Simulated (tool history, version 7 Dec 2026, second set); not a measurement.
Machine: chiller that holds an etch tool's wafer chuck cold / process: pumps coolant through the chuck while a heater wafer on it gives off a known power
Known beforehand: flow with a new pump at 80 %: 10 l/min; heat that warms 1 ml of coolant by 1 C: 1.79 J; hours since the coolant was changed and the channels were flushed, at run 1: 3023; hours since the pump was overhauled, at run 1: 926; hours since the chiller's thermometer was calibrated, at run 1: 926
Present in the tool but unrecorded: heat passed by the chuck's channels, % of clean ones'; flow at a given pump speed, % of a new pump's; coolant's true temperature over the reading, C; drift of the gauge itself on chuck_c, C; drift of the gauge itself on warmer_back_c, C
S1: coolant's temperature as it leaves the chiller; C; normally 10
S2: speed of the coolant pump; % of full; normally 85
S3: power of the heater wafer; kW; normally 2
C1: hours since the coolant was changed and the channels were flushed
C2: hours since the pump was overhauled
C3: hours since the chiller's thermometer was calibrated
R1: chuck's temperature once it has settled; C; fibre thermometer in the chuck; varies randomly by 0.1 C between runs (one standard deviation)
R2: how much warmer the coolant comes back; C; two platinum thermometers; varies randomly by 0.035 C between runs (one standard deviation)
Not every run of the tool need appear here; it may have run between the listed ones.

run    hour  S1   S2     S3    C1    C2    C3    R1    R2
  1       0  10   85      2  3023   926   926  28.1  6.29
  2     112  10   85      2  3135  1038  1038  28.2  6.26
  3   195.2  10   76      2  3218  1121  1121    30  7.08
  4   301.6  10   62      2  3324  1227  1227  33.8  8.79
  5   409.2  10   85      2  3432  1335  1335  28.2  6.28
  6   497.1  10   63      2  3520  1423  1423  33.5  8.64
  7   584.6  10   63      2  3607  1510  1510  33.6  8.53
  8     687  10   63      2  3710  1613  1613  33.6  8.59
  9   791.6   1   63      2  3814  1717  1717  24.7  8.63
 10   896.9  10   85      2  3919  1822  1822  28.3  6.25
 11   985.3  10   85      2  4008  1911  1911  28.2  6.24
 12  1112.8  10   85      2  4135  2038  2038  28.2  6.27
 13    1214  10   97      2  4237  2140  2140  26.3  5.44
     1242.9  -- chiller's thermometer calibrated
 14    1310  18   62  1.195  4332  2235    67  32.2  5.19
 15  1391.4   3  100      2  4413  2316   149  18.8  5.24
 16  1528.8   3  100      2  4550  2453   286  18.9   5.3
 17  1597.7  11   86    2.1  4619  2522   355    30  6.52
     1627.6  -- coolant changed, channels flushed
 18  1668.7   0   86   2.23    41  2587   420    20  6.95
 19  1746.4  15   81  1.239   119  2665   498  26.9  4.09
 20    1844   1   61  1.611   216  2763   595  20.7  7.16
 21  1955.3  11   83  1.925   328  2874   706  28.8  6.18
 22  2075.3  12   94  1.083   448  2994   826  20.9  3.07
 23    2177  16   94  1.703   549  3095   928  30.2  4.84
 24  2240.6  19   84      2   613  3159   992  37.5  6.35

The next listed run, before its measurement:
 25  2314.6  19  67   2  687  3233  1066   ?   ?

R1: 41.4 C
R2: 8.06 C
With the hidden condition absent and the run-to-run variation left alone, this run would have shown R1 41.4 C, R2 8.05 C.
